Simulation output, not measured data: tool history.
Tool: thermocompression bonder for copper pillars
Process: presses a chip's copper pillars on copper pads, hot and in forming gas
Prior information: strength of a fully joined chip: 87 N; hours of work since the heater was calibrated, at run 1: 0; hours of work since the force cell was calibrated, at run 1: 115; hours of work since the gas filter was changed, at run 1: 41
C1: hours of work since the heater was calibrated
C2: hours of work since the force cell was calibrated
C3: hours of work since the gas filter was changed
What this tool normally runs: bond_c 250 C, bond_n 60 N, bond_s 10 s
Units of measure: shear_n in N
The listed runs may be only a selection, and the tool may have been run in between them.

run 1 hour=0 | bond_c=250 bond_n=60 bond_s=10 | C1=0 C2=115 C3=41 | shear_n=39
run 2 hour=68.9 | bond_c=250 bond_n=60 bond_s=10 | C1=40 C2=156 C3=81 | shear_n=38.1
run 3 hour=128.5 | bond_c=250 bond_n=60 bond_s=10 | C1=75 C2=190 C3=116 | shear_n=38
run 4 hour=208.9 | bond_c=250 bond_n=60 bond_s=7 | C1=122 C2=237 C3=163 | shear_n=32.9
run 5 hour=275.3 | bond_c=222 bond_n=60 bond_s=10 | C1=160 C2=276 C3=202 | shear_n=22
-- hour=356 forming gas filter changed
run 6 hour=356 | bond_c=222 bond_n=60 bond_s=10 | C1=207 C2=323 C3=0 | shear_n=25.2
run 7 hour=411 | bond_c=222 bond_n=60 bond_s=10 | C1=239 C2=355 C3=32 | shear_n=24.2
run 8 hour=493.1 | bond_c=222 bond_n=60 bond_s=10 | C1=287 C2=402 C3=80 | shear_n=23.7
run 9 hour=544.4 | bond_c=250 bond_n=88 bond_s=10 | C1=317 C2=432 C3=110 | shear_n=46.4
run 10 hour=594.6 | bond_c=250 bond_n=88 bond_s=10 | C1=346 C2=462 C3=139 | shear_n=47.2
run 11 hour=681.6 | bond_c=250 bond_n=63 bond_s=10 | C1=397 C2=512 C3=190 | shear_n=42
run 12 hour=740.9 | bond_c=250 bond_n=63 bond_s=10 | C1=431 C2=547 C3=224 | shear_n=40.4
-- hour=787.4 forming gas filter changed
run 13 hour=801 | bond_c=250 bond_n=63 bond_s=10 | C1=466 C2=582 C3=8 | shear_n=45.6
run 14 hour=842.7 | bond_c=250 bond_n=39 bond_s=10 | C1=490 C2=606 C3=32 | shear_n=35.8
run 15 hour=896.9 | bond_c=250 bond_n=39 bond_s=10 | C1=522 C2=637 C3=64 | shear_n=34.3
run 16 hour=936.2 | bond_c=250 bond_n=60 bond_s=10 | C1=545 C2=660 C3=87 | shear_n=42.4
run 17 hour=1027.5 | bond_c=250 bond_n=60 bond_s=10 | C1=598 C2=714 C3=140 | shear_n=43.5
run 18 hour=1089.2 | bond_c=250 bond_n=60 bond_s=10 | C1=634 C2=750 C3=176 | shear_n=42.7
run 19 hour=1178.5 | bond_c=232 bond_n=60 bond_s=10 | C1=686 C2=802 C3=228 | shear_n=31.5
-- hour=1207.5 heater calibrated with a thermocouple chip
-- hour=1217.3 forming gas filter changed
run 20 hour=1226.6 | bond_c=232 bond_n=43 bond_s=10 | C1=11 C2=828 C3=5 | shear_n=24.3
run 21 hour=1275.1 | bond_c=275 bond_n=43 bond_s=6 | C1=39 C2=856 C3=34 | shear_n=42.8
run 22 hour=1349.4 | bond_c=275 bond_n=60 bond_s=21 | C1=82 C2=900 C3=77 | shear_n=66.1
run 23 hour=1393.6 | bond_c=254 bond_n=60 bond_s=26 | C1=108 C2=925 C3=103 | shear_n=57.3
-- hour=1402 force cell calibrated
run 24 hour=1468.8 | bond_c=254 bond_n=60 bond_s=17 | C1=151 C2=39 C3=146 | shear_n=49
run 25 hour=1511.3 | bond_c=254 bond_n=60 bond_s=17 | C1=176 C2=64 C3=170 | shear_n=49.7
run 26 hour=1593.4 | bond_c=238 bond_n=60 bond_s=17 | C1=224 C2=112 C3=218 | shear_n=37.2
run 27 hour=1641.5 | bond_c=235 bond_n=65 bond_s=10 | C1=252 C2=140 C3=246 | shear_n=30.1
-- hour=1646.8 forming gas filter changed
run 28 hour=1699.9 | bond_c=235 bond_n=79 bond_s=16 | C1=286 C2=173 C3=31 | shear_n=41.2
run 29 hour=1791.7 | bond_c=256 bond_n=44 bond_s=18 | C1=339 C2=227 C3=84 | shear_n=48.7
run 30 hour=1852 | bond_c=252 bond_n=49 bond_s=18 | C1=374 C2=262 C3=120 | shear_n=46.5
run 31 hour=1923.9 | bond_c=231 bond_n=51 bond_s=20 | C1=416 C2=304 C3=162 | shear_n=34.9
-- hour=1956.8 force cell calibrated, once more
run 32 hour=1975.5 | bond_c=231 bond_n=51 bond_s=20 | C1=445 C2=11 C3=191 | shear_n=37.3
run 33 hour=2052.5 | bond_c=229 bond_n=75 bond_s=13 | C1=490 C2=56 C3=236 | shear_n=36.5
-- hour=2078.5 forming gas filter changed
run 34 hour=2135.7 | bond_c=244 bond_n=64 bond_s=10 | C1=538 C2=104 C3=33 | shear_n=43.4
run 35 hour=2195.6 | bond_c=276 bond_n=39 bond_s=10 | C1=573 C2=139 C3=68 | shear_n=54.5
run 36 hour=2244.7 | bond_c=239 bond_n=66 bond_s=9 | C1=602 C2=167 C3=97 | shear_n=37.7
run 37 hour=2300.9 | bond_c=250 bond_n=85 bond_s=10 | C1=635 C2=200 C3=130 | shear_n=51.2
run 38 hour=2364.6 | bond_c=250 bond_n=85 bond_s=10 | C1=672 C2=237 C3=167 | shear_n=52.4
-- hour=2413.5 heater calibrated with a thermocouple chip
run 39 hour=2458.1 | bond_c=238 bond_n=85 bond_s=15 | C1=26 C2=291 C3=220 | shear_n=40.6
-- hour=2508.9 forming gas filter changed
run 40 hour=2524.7 | bond_c=234 bond_n=69 bond_s=19 | C1=65 C2=329 C3=9 | shear_n=39.4

Hidden state at the last listed run before each entry between runs and at the first one after, where it differs:
After run 5, before run 6: forming gas filter changed (hour 356)
  true temperature of the bond over the reading, C: 1.4 -> 2.2; force that reaches the chip, % of what is set: 97.5 -> 97.2; oxide that the forming gas leaves, % of the face: 6.39 -> 0.59
  what was measured, less what the result would be without the hidden state, shear_n: -0.9 -> +0.8 N
After run 12, before run 13: forming gas filter changed (hour 787.4)
  true temperature of the bond over the reading, C: 5.7 -> 6.2; force that reaches the chip, % of what is set: 95.5 -> 95.3; oxide that the forming gas leaves, % of the face: 7.24 -> 0.78
  what was measured, less what the result would be without the hidden state, shear_n: +0.2 -> +3.4 N
After run 19, before run 20: heater calibrated with a thermocouple chip (hour 1207.5); forming gas filter changed (hour 1217.3)
  true temperature of the bond over the reading, C: 9.7 -> 0.3; force that reaches the chip, % of what is set: 93.7 -> 93.6; oxide that the forming gas leaves, % of the face: 7.47 -> 0.76
  what was measured, less what the result would be without the hidden state, shear_n: +2.7 -> -0.7 N
After run 23, before run 24: force cell calibrated (hour 1402)
  true temperature of the bond over the reading, C: 1.9 -> 2.6; force that reaches the chip, % of what is set: 92.8 -> 90; oxide that the forming gas leaves, % of the face: 3.5 -> 4.75
  what was measured, less what the result would be without the hidden state, shear_n: -1.8 -> -2.3 N
After run 27, before run 28: forming gas filter changed (hour 1646.8)
  true temperature of the bond over the reading, C: 4.2 -> 4.7; force that reaches the chip, % of what is set: 89.3 -> 89.1; oxide that the forming gas leaves, % of the face: 7.58 -> 1.48
  what was measured, less what the result would be without the hidden state, shear_n: -1.4 -> +1 N
After run 31, before run 32: force cell calibrated, once more (hour 1956.8)
  true temperature of the bond over the reading, C: 6.9 -> 7.3; force that reaches the chip, % of what is set: 88.1 -> 99.8; oxide that the forming gas leaves, % of the face: 5.17 -> 6.03
  what was measured, less what the result would be without the hidden state, shear_n: +0.8 -> +2.9 N
After run 33, before run 34: forming gas filter changed (hour 2078.5)
  true temperature of the bond over the reading, C: 8.1 -> 8.9; force that reaches the chip, % of what is set: 99.5 -> 99.1; oxide that the forming gas leaves, % of the face: 7.25 -> 1.47
  what was measured, less what the result would be without the hidden state, shear_n: +2.8 -> +5.5 N
After run 38, before run 39: heater calibrated with a thermocouple chip (hour 2413.5)
  true temperature of the bond over the reading, C: 10.9 -> 0.7; force that reaches the chip, % of what is set: 98.2 -> 97.8; oxide that the forming gas leaves, % of the face: 5.3 -> 6.82
  what was measured, less what the result would be without the hidden state, shear_n: +5.1 -> -2.6 N
After run 39, before run 40: forming gas filter changed (hour 2508.9)
  true temperature of the bond over the reading, C: 0.7 -> 1.3; force that reaches the chip, % of what is set: 97.8 -> 97.6; oxide that the forming gas leaves, % of the face: 6.82 -> 0.81
  what was measured, less what the result would be without the hidden state, shear_n: -2.6 -> +0.4 N
